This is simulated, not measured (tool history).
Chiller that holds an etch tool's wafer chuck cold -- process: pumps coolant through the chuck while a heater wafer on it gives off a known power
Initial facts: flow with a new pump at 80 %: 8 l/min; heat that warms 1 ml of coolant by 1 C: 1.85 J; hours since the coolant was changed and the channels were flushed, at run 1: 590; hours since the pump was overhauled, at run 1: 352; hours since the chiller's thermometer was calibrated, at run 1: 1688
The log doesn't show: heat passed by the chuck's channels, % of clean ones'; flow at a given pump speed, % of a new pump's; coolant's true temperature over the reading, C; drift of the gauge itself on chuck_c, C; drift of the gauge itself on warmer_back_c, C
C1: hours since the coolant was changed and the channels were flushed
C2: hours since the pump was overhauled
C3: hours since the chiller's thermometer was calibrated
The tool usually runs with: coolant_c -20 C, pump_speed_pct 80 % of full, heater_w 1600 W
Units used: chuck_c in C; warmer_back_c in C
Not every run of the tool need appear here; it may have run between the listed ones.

Run 1, hour 0: usual settings; C1 590; C2 352; C3 1688. Result: chuck_c -7.1 C, warmer_back_c 6.48 C.
Run 2, hour 16.2: usual settings; C1 606; C2 368; C3 1704. Result: chuck_c -6.9 C, warmer_back_c 6.49 C.
Run 3, hour 46.2: usual settings; C1 636; C2 398; C3 1734. Result: chuck_c -6.9 C, warmer_back_c 6.52 C.
Run 4, hour 77.1: usual settings; C1 667; C2 429; C3 1765. Result: chuck_c -7.1 C, warmer_back_c 6.59 C.
Run 5, hour 106.8: usual settings but pump_speed_pct 64 % of full; C1 697; C2 459; C3 1795. Result: chuck_c -4.1 C, warmer_back_c 8.43 C.
Run 6, hour 121.8: usual settings but pump_speed_pct 64 % of full; C1 712; C2 474; C3 1810. Result: chuck_c -4.1 C, warmer_back_c 8.47 C.
Run 7, hour 137.6: usual settings but pump_speed_pct 64 % of full; C1 727; C2 489; C3 1826. Result: chuck_c -3.9 C, warmer_back_c 8.53 C.
Run 8, hour 160.8: usual settings but pump_speed_pct 65 % of full, heater_w 2295 W; C1 751; C2 513; C3 1849. Result: chuck_c 2.5 C, warmer_back_c 11.94 C.
Run 9, hour 189.1: usual settings but pump_speed_pct 65 % of full, heater_w 2295 W; C1 779; C2 541; C3 1877. Result: chuck_c 2.5 C, warmer_back_c 11.93 C.
Run 10, hour 204.4: usual settings but coolant_c -19 C, heater_w 1536 W; C1 794; C2 556; C3 1892. Result: chuck_c -6.6 C, warmer_back_c 6.48 C.
Run 11, hour 227.5: usual settings but coolant_c -29 C, heater_w 1536 W; C1 817; C2 579; C3 1915. Result: chuck_c -16.6 C, warmer_back_c 6.48 C.
Run 12, hour 241.9: usual settings but coolant_c -29 C, heater_w 1536 W; C1 832; C2 594; C3 1930. Result: chuck_c -16.5 C, warmer_back_c 6.46 C.
Run 13, hour 271.3: usual settings but coolant_c -12 C; C1 861; C2 623; C3 1959. Result: chuck_c 1.1 C, warmer_back_c 6.74 C.
Run 14, hour 288.9: usual settings but coolant_c -19 C, pump_speed_pct 97 % of full, heater_w 1005 W; C1 879; C2 641; C3 1977. Result: chuck_c -12 C, warmer_back_c 3.55 C.

Alternative continuations, all from the tool just after run 14; predict every row:
Run A, hour 313.2: usual settings but coolant_c -18 C, pump_speed_pct 83 % of full, heater_w 1641 W; C1 903; C2 665; C3 2001. Result: chuck_c ?, warmer_back_c ?.
Run B, hour 313.2: usual settings but heater_w 1130 W; C1 903; C2 665; C3 2001. Result: chuck_c ?, warmer_back_c ?.
Run C, hour 313.2: usual settings but coolant_c -14 C, pump_speed_pct 97 % of full, heater_w 979 W; C1 903; C2 665; C3 2001. Result: chuck_c ?, warmer_back_c ?.
Run D, hour 313.2: usual settings but coolant_c -19 C, pump_speed_pct 97 % of full, heater_w 1678 W; C1 903; C2 665; C3 2001. Result: chuck_c ?, warmer_back_c ?.
Run E, hour 313.2: usual settings but coolant_c -18 C, pump_speed_pct 67 % of full, heater_w 1126 W; C1 903; C2 665; C3 2001. Result: chuck_c ?, warmer_back_c ?.

run  chuck_c  warmer_back_c
  A     -5.1           6.69
  B    -10.9           4.93
  C     -7.4           3.52
  D     -7.2           5.78
  E     -7.5           5.87
Take away the tool's hidden state, keep each run's random variation, and the runs would have read:
run  chuck_c  warmer_back_c
  A     -5.1           6.38
  B    -10.9           4.62
  C     -7.4           3.21
  D     -7.3           5.47
  E     -7.5           5.56
